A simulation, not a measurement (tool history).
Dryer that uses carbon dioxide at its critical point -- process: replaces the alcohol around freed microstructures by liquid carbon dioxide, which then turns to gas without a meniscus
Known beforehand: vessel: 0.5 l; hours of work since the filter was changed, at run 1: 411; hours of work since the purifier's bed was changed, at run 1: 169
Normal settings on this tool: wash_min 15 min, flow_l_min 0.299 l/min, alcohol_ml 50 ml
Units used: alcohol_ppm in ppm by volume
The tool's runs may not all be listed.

| run | hour | wash_min | flow_l_min | alcohol_ml | hours of work since the filter was changed | hours of work since the purifier's bed was changed | alcohol_ppm |
|---|---|---|---|---|---|---|---|
| 1 | 0 | 15 | 0.299 | 50 | 411 | 169 | 224 |
| 2 | 8.2 | 15 | 0.299 | 50 | 415 | 174 | 229 |
| 3 | 16.4 | 15 | 0.299 | 50 | 420 | 178 | 223 |
| 4 | 25 | 15 | 0.299 | 50 | 424 | 183 | 237 |
| 5 | 33.4 | 15 | 0.299 | 50 | 429 | 187 | 235 |
| 6 | 40.6 | 15 | 0.299 | 50 | 433 | 191 | 237 |
| 7 | 47.1 | 15 | 0.299 | 50 | 436 | 195 | 226 |
| 8 | 51.4 | 15 | 0.299 | 50 | 438 | 197 | 237 |
| 9 | 56.1 | 15 | 0.299 | 50 | 441 | 199 | 231 |
| 10 | 61.1 | 15 | 0.299 | 50 | 444 | 202 | 243 |
| 11 | 65.5 | 15 | 0.299 | 50 | 446 | 204 | 232 |
| 12 | 71.6 | 23 | 0.299 | 50 | 449 | 208 | 31 |
| 13 | 79.5 | 23 | 0.299 | 25 | 453 | 212 | 36 |
| 14 | 87.1 | 23 | 0.299 | 25 | 457 | 216 | 32 |
| 15 | 94.1 | 23 | 0.299 | 25 | 461 | 220 | 31 |
| 16 | 100.6 | 15 | 0.299 | 68 | 465 | 223 | 320 |
| 17 | 109.7 | 15 | 0.299 | 68 | 470 | 228 | 326 |
| 18 | 118.6 | 15 | 0.274 | 68 | 474 | 233 | 517 |
| 19 | 126.7 | 15 | 0.274 | 68 | 479 | 237 | 536 |
| 20 | 134.1 | 15 | 0.274 | 68 | 483 | 241 | 511 |
| 21 | 140.5 | 22 | 0.459 | 47 | 486 | 244 | 23 |
| 22 | 149.2 | 23 | 0.236 | 29 | 491 | 249 | 79 |
| 23 | 154 | 12 | 0.235 | 40 | 493 | 252 | 1818 |
| 24 | 163 | 17 | 0.482 | 40 | 498 | 257 | 37 |
| 25 | 171.8 | 15 | 0.267 | 99 | 503 | 261 | 881 |
| 26 | 178.8 | 11 | 0.248 | 35 | 507 | 265 | 1755 |
| 27 | 184.8 | 15 | 0.303 | 44 | 510 | 268 | 216 |
| 28 | 191.2 | 15 | 0.266 | 28 | 513 | 272 | 277 |
|  | 194.5 | inlet filter changed |
| 29 | 198.3 | 15 | 0.266 | 28 | 2 | 275 | 214 |

What will run 30 give?
| 30 | 203.7 | 15 | 0.266 | 28 | 5 | 278 | ? |

alcohol_ppm: 220 ppm by volume
Were there no unlogged condition in the tool, this run, its random variation unchanged, would have produced alcohol_ppm 189 ppm by volume.
